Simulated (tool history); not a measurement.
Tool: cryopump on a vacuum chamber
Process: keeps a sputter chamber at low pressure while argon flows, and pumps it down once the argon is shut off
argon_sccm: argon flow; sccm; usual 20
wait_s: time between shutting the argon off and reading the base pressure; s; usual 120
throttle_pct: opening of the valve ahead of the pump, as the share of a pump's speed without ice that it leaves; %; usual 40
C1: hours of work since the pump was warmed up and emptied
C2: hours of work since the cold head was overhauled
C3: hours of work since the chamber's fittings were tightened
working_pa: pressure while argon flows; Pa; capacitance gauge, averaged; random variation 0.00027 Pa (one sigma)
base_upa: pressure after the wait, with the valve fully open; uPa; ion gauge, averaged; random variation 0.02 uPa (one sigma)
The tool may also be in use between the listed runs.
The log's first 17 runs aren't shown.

{"run": 18, "hour": 466.6, "argon_sccm": 20, "wait_s": 35, "throttle_pct": 30, "C1": 35, "C2": 1045, "C3": 1156, "working_pa": 0.0524, "base_upa": 1.05}
{"run": 19, "hour": 484.1, "argon_sccm": 23, "wait_s": 135, "throttle_pct": 37, "C1": 47, "C2": 1057, "C3": 1168, "working_pa": 0.0495, "base_upa": 0.73}
{"run": 20, "hour": 522.6, "argon_sccm": 10, "wait_s": 120, "throttle_pct": 21, "C1": 74, "C2": 1084, "C3": 1194, "working_pa": 0.0372, "base_upa": 0.76}
{"run": 21, "hour": 540.2, "argon_sccm": 36, "wait_s": 78, "throttle_pct": 39, "C1": 86, "C2": 1096, "C3": 1206, "working_pa": 0.0729, "base_upa": 0.84}
{"run": 22, "hour": 577.3, "argon_sccm": 36, "wait_s": 78, "throttle_pct": 57, "C1": 111, "C2": 1121, "C3": 1232, "working_pa": 0.0503, "base_upa": 0.85}
{"run": 23, "hour": 607.5, "argon_sccm": 21, "wait_s": 258, "throttle_pct": 57, "C1": 132, "C2": 1142, "C3": 1253, "working_pa": 0.0297, "base_upa": 0.75}
{"run": 24, "hour": 648.5, "argon_sccm": 13, "wait_s": 134, "throttle_pct": 19, "C1": 160, "C2": 1170, "C3": 1281, "working_pa": 0.0538, "base_upa": 0.82}
{"run": 25, "hour": 677.2, "argon_sccm": 27, "wait_s": 120, "throttle_pct": 40, "C1": 180, "C2": 1190, "C3": 1301, "working_pa": 0.0537, "base_upa": 0.82}
{"run": 26, "hour": 698.9, "argon_sccm": 27, "wait_s": 120, "throttle_pct": 40, "C1": 195, "C2": 1205, "C3": 1316, "working_pa": 0.0541, "base_upa": 0.82}
{"run": 27, "hour": 730.5, "argon_sccm": 8, "wait_s": 85, "throttle_pct": 40, "C1": 217, "C2": 1227, "C3": 1337, "working_pa": 0.016, "base_upa": 0.94}
{"run": 28, "hour": 760.2, "argon_sccm": 8, "wait_s": 85, "throttle_pct": 40, "C1": 237, "C2": 1247, "C3": 1358, "working_pa": 0.0161, "base_upa": 0.91}
{"run": 29, "hour": 786.7, "argon_sccm": 11, "wait_s": 57, "throttle_pct": 21, "C1": 255, "C2": 1265, "C3": 1376, "working_pa": 0.0417, "base_upa": 1.02}
{"run": 30, "hour": 804.5, "argon_sccm": 11, "wait_s": 57, "throttle_pct": 21, "C1": 268, "C2": 1277, "C3": 1388, "working_pa": 0.0418, "base_upa": 1.01}
{"run": 31, "hour": 847.3, "argon_sccm": 11, "wait_s": 57, "throttle_pct": 21, "C1": 297, "C2": 1307, "C3": 1418, "working_pa": 0.0414, "base_upa": 1.06}
{"run": 32, "hour": 882.9, "argon_sccm": 17, "wait_s": 109, "throttle_pct": 21, "C1": 321, "C2": 1331, "C3": 1442, "working_pa": 0.0642, "base_upa": 0.92}
{"run": 33, "hour": 917.1, "argon_sccm": 37, "wait_s": 120, "throttle_pct": 32, "C1": 345, "C2": 1355, "C3": 1466, "working_pa": 0.0931, "base_upa": 0.93}
{"run": 34, "hour": 942.4, "argon_sccm": 37, "wait_s": 120, "throttle_pct": 32, "C1": 362, "C2": 1372, "C3": 1483, "working_pa": 0.0935, "base_upa": 0.91}

Forecast each of these 4 alternatives for the next run:
{"run": "A", "hour": 972.1, "argon_sccm": 31, "wait_s": 129, "throttle_pct": 32, "C1": 383, "C2": 1393, "C3": 1503, "working_pa": "?", "base_upa": "?"}
{"run": "B", "hour": 972.1, "argon_sccm": 37, "wait_s": 119, "throttle_pct": 50, "C1": 383, "C2": 1393, "C3": 1503, "working_pa": "?", "base_upa": "?"}
{"run": "C", "hour": 972.1, "argon_sccm": 20, "wait_s": 51, "throttle_pct": 39, "C1": 383, "C2": 1393, "C3": 1503, "working_pa": "?", "base_upa": "?"}
{"run": "D", "hour": 972.1, "argon_sccm": 37, "wait_s": 124, "throttle_pct": 23, "C1": 383, "C2": 1393, "C3": 1503, "working_pa": "?", "base_upa": "?"}

run=A working_pa=0.0781 base_upa=0.95
run=B working_pa=0.0608 base_upa=0.96
run=C working_pa=0.0417 base_upa=1.15
run=D working_pa=0.1287 base_upa=0.97
Without the tool's hidden state the same runs would have given:
run=A working_pa=0.0757 base_upa=0.26
run=B working_pa=0.0580 base_upa=0.27
run=C working_pa=0.0402 base_upa=0.46
run=D working_pa=0.1258 base_upa=0.28
